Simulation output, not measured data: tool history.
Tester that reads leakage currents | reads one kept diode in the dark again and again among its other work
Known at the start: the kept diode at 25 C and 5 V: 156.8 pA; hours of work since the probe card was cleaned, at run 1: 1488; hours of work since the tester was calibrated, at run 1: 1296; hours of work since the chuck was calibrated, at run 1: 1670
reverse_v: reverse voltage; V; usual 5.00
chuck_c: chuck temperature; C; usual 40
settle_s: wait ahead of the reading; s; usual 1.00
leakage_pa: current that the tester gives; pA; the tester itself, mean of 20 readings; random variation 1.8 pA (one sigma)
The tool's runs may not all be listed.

| run | hour | reverse_v | chuck_c | settle_s | hours of work since the probe card was cleaned | hours of work since the tester was calibrated | hours of work since the chuck was calibrated | leakage_pa |
|---|---|---|---|---|---|---|---|---|
| 1 | 0.0 | 5.00 | 40 | 1.00 | 1488 | 1296 | 1670 | 670.34 |
| 2 | 48.3 | 5.00 | 40 | 1.25 | 1515 | 1323 | 1697 | 668.12 |
| 3 | 91.0 | 5.00 | 48 | 1.00 | 1539 | 1347 | 1721 | 1286.75 |
| 4 | 142.0 | 5.00 | 48 | 1.00 | 1568 | 1376 | 1750 | 1290.75 |
| 5 | 215.4 | 5.00 | 48 | 1.00 | 1609 | 1417 | 1791 | 1289.41 |
| 6 | 262.9 | 5.00 | 48 | 1.00 | 1636 | 1444 | 1818 | 1295.25 |
| 7 | 305.6 | 5.00 | 48 | 1.00 | 1660 | 1468 | 1842 | 1298.31 |
| 8 | 380.0 | 5.00 | 48 | 1.00 | 1702 | 1510 | 1884 | 1310.13 |
| 9 | 435.5 | 5.00 | 48 | 1.00 | 1733 | 1541 | 1915 | 1309.50 |
| 10 | 484.9 | 3.86 | 48 | 1.00 | 1761 | 1569 | 1943 | 1166.71 |
|  | 491.3 | chuck's temperature calibrated |
| 11 | 550.7 | 3.86 | 48 | 1.00 | 1797 | 1605 | 33 | 1247.37 |
| 12 | 583.6 | 3.86 | 48 | 1.00 | 1816 | 1623 | 52 | 1247.75 |
| 13 | 646.7 | 5.00 | 40 | 1.00 | 1851 | 1659 | 88 | 736.36 |
|  | 661.2 | chuck's temperature calibrated, once more |
| 14 | 718.2 | 5.00 | 55 | 1.00 | 1890 | 1698 | 32 | 1987.28 |
| 15 | 770.8 | 5.00 | 55 | 1.00 | 1920 | 1728 | 62 | 1984.23 |
| 16 | 821.9 | 5.00 | 24 | 1.00 | 1949 | 1757 | 91 | 147.93 |
| 17 | 881.5 | 5.00 | 24 | 1.00 | 1982 | 1790 | 124 | 148.47 |
| 18 | 943.6 | 5.00 | 33 | 1.00 | 2017 | 1825 | 159 | 331.29 |
| 19 | 1013.7 | 5.00 | 33 | 1.00 | 2057 | 1865 | 199 | 331.10 |
| 20 | 1088.8 | 3.73 | 40 | 0.54 | 2099 | 1907 | 241 | 529.58 |
| 21 | 1156.6 | 3.73 | 40 | 0.54 | 2138 | 1945 | 279 | 531.44 |
| 22 | 1235.1 | 3.73 | 40 | 0.54 | 2182 | 1990 | 324 | 530.30 |
| 23 | 1274.1 | 3.73 | 40 | 0.54 | 2204 | 2012 | 346 | 532.28 |
| 24 | 1311.8 | 9.50 | 40 | 1.55 | 2225 | 2033 | 367 | 810.77 |
| 25 | 1365.2 | 4.17 | 40 | 1.55 | 2255 | 2063 | 397 | 564.92 |

5 ways to go on from here, each from the tool as it stands after run 25. What would each give?
| A | 1431.5 | 8.15 | 23 | 1.55 | 2293 | 2100 | 434 | ? |
| B | 1431.5 | 4.17 | 46 | 0.32 | 2293 | 2100 | 434 | ? |
| C | 1431.5 | 4.17 | 40 | 6.48 | 2293 | 2100 | 434 | ? |
| D | 1431.5 | 4.17 | 45 | 0.36 | 2293 | 2100 | 434 | ? |
| E | 1431.5 | 4.17 | 41 | 4.52 | 2293 | 2100 | 434 | ? |

| run | leakage_pa |
|---|---|
| A | 176.37 |
| B | 924.24 |
| C | 565.63 |
| D | 849.07 |
| E | 613.22 |
Without the tool's hidden state the same runs would have given:
| run | leakage_pa |
|---|---|
| A | 162.09 |
| B | 902.45 |
| C | 549.71 |
| D | 828.51 |
| E | 596.52 |

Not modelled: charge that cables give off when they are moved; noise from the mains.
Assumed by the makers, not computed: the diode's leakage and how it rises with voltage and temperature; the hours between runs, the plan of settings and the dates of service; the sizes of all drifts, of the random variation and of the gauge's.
